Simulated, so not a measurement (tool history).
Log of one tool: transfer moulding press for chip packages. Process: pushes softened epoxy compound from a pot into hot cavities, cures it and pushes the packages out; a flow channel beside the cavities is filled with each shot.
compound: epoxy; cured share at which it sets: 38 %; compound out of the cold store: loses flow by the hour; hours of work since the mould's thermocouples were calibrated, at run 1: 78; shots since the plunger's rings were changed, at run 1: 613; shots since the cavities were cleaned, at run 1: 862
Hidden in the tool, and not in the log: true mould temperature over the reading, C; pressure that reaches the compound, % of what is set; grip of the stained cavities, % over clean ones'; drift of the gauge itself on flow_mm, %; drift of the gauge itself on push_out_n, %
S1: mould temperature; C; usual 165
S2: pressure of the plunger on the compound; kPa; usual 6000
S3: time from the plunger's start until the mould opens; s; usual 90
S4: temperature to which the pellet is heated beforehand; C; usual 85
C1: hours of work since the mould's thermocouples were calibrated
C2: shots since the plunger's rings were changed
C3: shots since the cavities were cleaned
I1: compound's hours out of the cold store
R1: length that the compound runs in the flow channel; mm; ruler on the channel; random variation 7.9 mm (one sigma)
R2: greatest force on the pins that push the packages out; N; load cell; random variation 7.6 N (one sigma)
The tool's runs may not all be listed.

run	hour	S1	S2	S3	S4	C1	C2	C3	I1	R1	R2
1	0	165	6000	90	85	78	613	862	20.7	950	330
2	5.9	165	7170	90	85	81	677	926	20.3	1039	338
3	11.9	165	6410	90	85	85	743	992	21.3	975	328
# hour 17.3: cavities cleaned with cleaning compound and waxed
4	22.6	165	6410	90	85	90	843	58	13.3	998	320
5	27.3	160	6410	90	85	93	895	110	21.4	1006	424
6	31.3	165	6000	90	85	95	938	153	19.7	946	317
7	36.4	165	6000	90	85	98	994	209	30.5	928	325
8	44	165	6000	90	85	102	1076	291	12.8	971	336
9	50.4	165	6000	90	85	106	1146	361	20.1	953	329
10	59.9	160	6000	90	85	111	1249	464	11.4	993	424
11	68.3	165	6000	90	85	116	1341	556	33.5	915	332
12	72.8	165	7200	90	85	119	1389	604	25.6	1040	323
13	77.5	165	7200	90	85	122	1441	656	37.6	1013	337
14	85	165	7200	90	85	126	1523	738	8.4	1070	336
15	94.6	165	7100	90	77	131	1627	842	19.3	1030	329
16	103.4	165	7100	90	77	137	1723	938	30.2	1001	337
# hour 113.4: cavities cleaned with cleaning compound and waxed
17	113.4	165	7100	90	77	141	1815	0	16.9	1052	335
18	121.3	165	7100	90	77	146	1901	86	19.5	1030	308
19	129.4	165	7100	90	77	151	1990	175	35.1	995	320
20	138	165	6790	90	85	156	2083	268	12.4	1033	325
21	146.2	159	6000	90	78	160	2172	357	37.3	944	457
22	153.7	165	6000	90	80	165	2254	439	14.6	963	334
23	162.9	162	6000	90	81	170	2354	539	8.3	988	374
24	170.8	162	6000	90	81	174	2440	625	30.7	944	368
25	180.1	162	7240	77	81	180	2541	726	47.3	1007	466
26	188.8	165	5260	87	85	185	2636	821	45.2	855	326
27	196.2	165	5260	87	85	189	2717	902	11.5	907	353
28	203.9	165	5260	87	85	194	2801	986	34.1	860	333

Hidden state at the last listed run before each entry between runs and at the first one after, where it differs:
Between runs 3 and 4: cavities cleaned with cleaning compound and waxed (hour 17.3)
  pressure that reaches the compound, % of what is set: 99.95 -> 99.94; grip of the stained cavities, % over clean ones': 1.7 -> 0.2
Between runs 16 and 17: cavities cleaned with cleaning compound and waxed (hour 113.4)
  pressure that reaches the compound, % of what is set: 99.88 -> 99.87; grip of the stained cavities, % over clean ones': 1.6 -> 0

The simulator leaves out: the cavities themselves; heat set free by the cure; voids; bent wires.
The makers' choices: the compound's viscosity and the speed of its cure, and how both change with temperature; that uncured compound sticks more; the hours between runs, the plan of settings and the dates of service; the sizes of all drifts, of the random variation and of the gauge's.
